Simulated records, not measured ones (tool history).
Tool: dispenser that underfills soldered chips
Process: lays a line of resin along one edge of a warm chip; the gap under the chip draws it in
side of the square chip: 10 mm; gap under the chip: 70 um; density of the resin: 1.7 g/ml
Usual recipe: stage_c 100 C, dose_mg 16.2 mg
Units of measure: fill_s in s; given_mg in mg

run,hour,stage_c,dose_mg,fill_s,given_mg
1,0,100,16.2,55.4,15.76
2,3.5,100,16.2,62.9,15.67
# hour 4.3: new syringe of resin
3,7.8,100,16.2,52.8,15.78
4,12.6,100,16.2,60.9,15.74
# hour 14.9: new syringe of resin
5,16.3,100,16.2,49.5,15.65
6,21,100,16.2,55,15.74
7,24.6,93,16.2,79.7,15.59
# hour 25.8: new syringe of resin
8,29.8,101,16.2,50.6,15.56
9,32.1,88,19.1,79.7,18.49
# hour 36.6: new syringe of resin
10,37.9,94,19.1,57.5,18.38
11,43.7,92,19.1,73,18.29
# hour 47.2: new syringe of resin
12,47.2,100,19.5,45.7,18.61
13,49.8,100,19.5,48.4,18.62
14,53.2,102,17.7,50.4,17.01

4 ways to go on from here, each from the tool as it stands after run 14. What would each give?
# hour 57.7: new syringe of resin
A,59.1,96,17.5,?,?
# hour 57.7: new syringe of resin
B,59.1,104,19,?,?
# hour 57.7: new syringe of resin
C,59.1,102,16.4,?,?
# hour 57.7: new syringe of resin
D,59.1,112,20.8,?,?

run,fill_s,given_mg
A,55.8,16.53
B,42.3,18.12
C,46.2,15.61
D,33.3,19.89
Take away the tool's hidden state, keep each run's random variation, and the runs would have read:
run,fill_s,given_mg
A,52,17.36
B,39.5,19.02
C,42.9,16.39
D,31.2,20.88
